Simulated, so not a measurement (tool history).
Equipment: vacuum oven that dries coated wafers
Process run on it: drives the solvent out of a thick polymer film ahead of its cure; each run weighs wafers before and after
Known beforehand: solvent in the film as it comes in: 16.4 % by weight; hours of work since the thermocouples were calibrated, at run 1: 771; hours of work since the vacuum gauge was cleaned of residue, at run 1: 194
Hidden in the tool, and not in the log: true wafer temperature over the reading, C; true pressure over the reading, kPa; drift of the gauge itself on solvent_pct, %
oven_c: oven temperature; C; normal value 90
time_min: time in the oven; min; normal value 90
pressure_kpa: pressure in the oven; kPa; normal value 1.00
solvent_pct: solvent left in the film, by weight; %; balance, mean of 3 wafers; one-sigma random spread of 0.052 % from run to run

run	hour	oven_c	time_min	pressure_kpa	hours of work since the thermocouples were calibrated	hours of work since the vacuum gauge was cleaned of residue	solvent_pct
1	0.0	90	90	1.00	771	194	1.49
2	36.2	90	90	1.00	787	210	1.57
# hour 55.5: oven's thermocouples calibrated
3	61.6	90	47	1.00	3	220	3.97
4	98.5	90	90	1.30	19	236	1.60
5	133.3	90	90	1.30	34	252	1.66
6	160.8	95	90	1.00	47	264	0.82
7	176.3	90	90	1.00	53	271	1.54
8	193.2	90	90	1.00	61	278	1.62
9	216.0	90	90	1.00	71	288	1.49
10	236.5	90	90	0.77	80	297	1.54
11	258.3	90	90	1.00	90	307	1.59
12	293.7	90	90	1.00	105	323	1.44
13	330.9	90	90	1.00	122	339	1.63
14	360.5	90	90	1.00	135	352	1.57
15	383.8	84	90	1.00	145	362	3.21
16	406.9	84	90	1.00	155	373	3.23
17	442.9	90	90	1.00	171	389	1.53
18	462.7	90	90	1.00	180	397	1.54
19	493.7	90	90	1.00	194	411	1.55
20	529.6	90	90	1.00	210	427	1.62
21	566.4	90	90	1.00	226	443	1.47
22	583.8	90	90	1.00	234	451	1.63
23	602.0	89	56	2.29	242	459	4.15
24	624.3	84	160	0.56	251	469	1.19
25	654.4	84	160	0.56	265	482	1.11
26	679.2	90	73	1.12	276	493	2.25
27	703.5	90	73	1.12	286	504	2.32
28	728.6	90	63	1.12	298	515	2.77
29	752.3	90	63	1.12	308	525	2.87
30	771.9	90	63	1.12	317	534	2.90
31	791.8	81	68	1.00	326	543	5.53
32	827.8	81	68	1.00	341	559	5.49
33	848.0	81	68	1.00	350	568	5.58
34	872.4	81	68	1.00	361	578	5.52
35	891.8	76	68	0.75	370	587	7.20
36	924.2	76	68	0.75	384	601	7.31
37	956.1	76	68	0.75	398	615	7.23
38	984.4	86	65	2.37	411	628	4.51
39	1013.2	81	122	3.55	423	641	4.08
40	1042.9	88	73	0.54	437	654	2.55
41	1066.3	75	108	1.59	447	664	5.76
42	1101.5	90	128	3.88	462	680	1.79
43	1116.6	90	128	3.88	469	686	1.95
44	1132.2	90	128	3.88	476	693	1.87

4 options for the next run, each taken on its own from the tool as it stands now. Forecast them:
A	1152.7	79	66	1.00	485	702	?
B	1152.7	90	128	3.88	485	702	?
C	1152.7	84	90	0.94	485	702	?
D	1152.7	87	62	1.98	485	702	?

run	solvent_pct
A	6.26
B	1.87
C	3.18
D	4.20
Had the tool no hidden state, the same runs would have come out as:
run	solvent_pct
A	6.23
B	1.85
C	3.16
D	4.17

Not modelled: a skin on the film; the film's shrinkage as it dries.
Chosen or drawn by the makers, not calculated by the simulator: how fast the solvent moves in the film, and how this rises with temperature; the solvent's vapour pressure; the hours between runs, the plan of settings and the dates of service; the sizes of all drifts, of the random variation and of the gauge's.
